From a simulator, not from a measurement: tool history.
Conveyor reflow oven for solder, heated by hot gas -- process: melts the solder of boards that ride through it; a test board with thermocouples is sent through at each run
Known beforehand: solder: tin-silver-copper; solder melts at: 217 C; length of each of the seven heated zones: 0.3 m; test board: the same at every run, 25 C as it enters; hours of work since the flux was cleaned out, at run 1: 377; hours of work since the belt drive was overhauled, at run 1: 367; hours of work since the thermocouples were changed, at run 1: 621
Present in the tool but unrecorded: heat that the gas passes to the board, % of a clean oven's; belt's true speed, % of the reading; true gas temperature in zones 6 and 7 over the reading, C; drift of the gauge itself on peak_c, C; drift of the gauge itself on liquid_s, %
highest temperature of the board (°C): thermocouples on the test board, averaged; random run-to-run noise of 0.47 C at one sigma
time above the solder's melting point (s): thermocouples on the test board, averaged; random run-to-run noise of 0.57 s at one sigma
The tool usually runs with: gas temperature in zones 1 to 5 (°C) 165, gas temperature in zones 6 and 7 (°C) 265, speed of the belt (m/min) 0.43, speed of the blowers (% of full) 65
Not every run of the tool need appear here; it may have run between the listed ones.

run,hour,gas temperature in zones 1 to 5 (°C),gas temperature in zones 6 and 7 (°C),speed of the belt (m/min),speed of the blowers (% of full),hours of work since the flux was cleaned out,hours of work since the belt drive was overhauled,hours of work since the thermocouples were changed,highest temperature of the board (°C),time above the solder's melting point (s)
1,0,165,265,0.43,65,377,367,621,244.5,49.8
2,12.2,165,265,0.43,65,383,374,628,243.4,51.3
# hour 27.3: flux residue cleaned out of gas plates and filters
3,32.2,165,255,0.43,65,3,382,636,237.7,43.8
4,49.3,165,255,0.43,65,12,391,645,237.5,44.9
5,66.8,165,255,0.43,65,21,400,654,237,43.9
6,79.5,165,255,0.43,65,28,407,661,237.4,45.4
7,95,176,255,0.43,65,36,415,669,239.2,51.8
8,111.2,165,265,0.43,65,45,424,678,246.3,54.7
9,123.2,165,275,0.43,65,51,430,684,254.5,61.3
10,138.8,165,275,0.43,65,59,439,693,254.2,60.8
11,149.4,165,275,0.43,65,65,444,698,254.5,61.1
12,158.9,165,275,0.43,65,70,449,703,254.1,60.4
13,172.5,165,265,0.43,65,77,457,711,244.5,54.2
14,187.6,165,265,0.43,65,85,465,719,246,54
15,199.7,165,265,0.43,65,92,471,725,245.4,53.4
16,216.8,165,279,0.511,65,101,480,734,249.5,47.6
17,233,165,265,0.505,78,110,489,743,242.4,41.4
18,244.4,161,265,0.43,88,116,495,749,247.3,55
19,252.4,171,269,0.504,63,120,499,753,243.6,43.3
20,265.9,171,269,0.504,63,127,506,760,244.2,43.8
21,275.3,171,278,0.504,72,132,512,765,252.9,51.1
22,286.6,173,277,0.494,77,138,518,771,254.7,54.4
23,300.3,159,265,0.43,65,146,525,779,244.4,48.5
24,307.7,165,267,0.43,61,149,529,783,246.5,52.5
25,321,165,267,0.43,50,157,536,790,243.9,50.6
26,336.8,165,267,0.43,50,165,544,798,243,50
27,345.4,165,267,0.43,50,170,549,803,243.6,50
28,362.4,165,259,0.43,65,179,558,812,239,46.7
29,372.4,165,259,0.43,65,184,563,817,239.4,47.3
30,384.1,173,259,0.475,64,190,570,823,238.1,40.9

Here are 4 independent what-if runs from the current tool condition. What would each one return?
A,394.4,161,265,0.43,58,196,575,829,?,?
B,394.4,170,264,0.475,64,196,575,829,?,?
C,394.4,169,257,0.475,64,196,575,829,?,?
D,394.4,173,255,0.475,61,196,575,829,?,?

run,highest temperature of the board (°C),time above the solder's melting point (s)
A,241.4,48.9
B,240.5,43.9
C,235.3,36.9
D,233.5,37.1
Without the tool's unlogged condition, the same runs would have read:
run,highest temperature of the board (°C),time above the solder's melting point (s)
A,244.6,52.1
B,243.7,47
C,238.5,40.7
D,236.5,41.1

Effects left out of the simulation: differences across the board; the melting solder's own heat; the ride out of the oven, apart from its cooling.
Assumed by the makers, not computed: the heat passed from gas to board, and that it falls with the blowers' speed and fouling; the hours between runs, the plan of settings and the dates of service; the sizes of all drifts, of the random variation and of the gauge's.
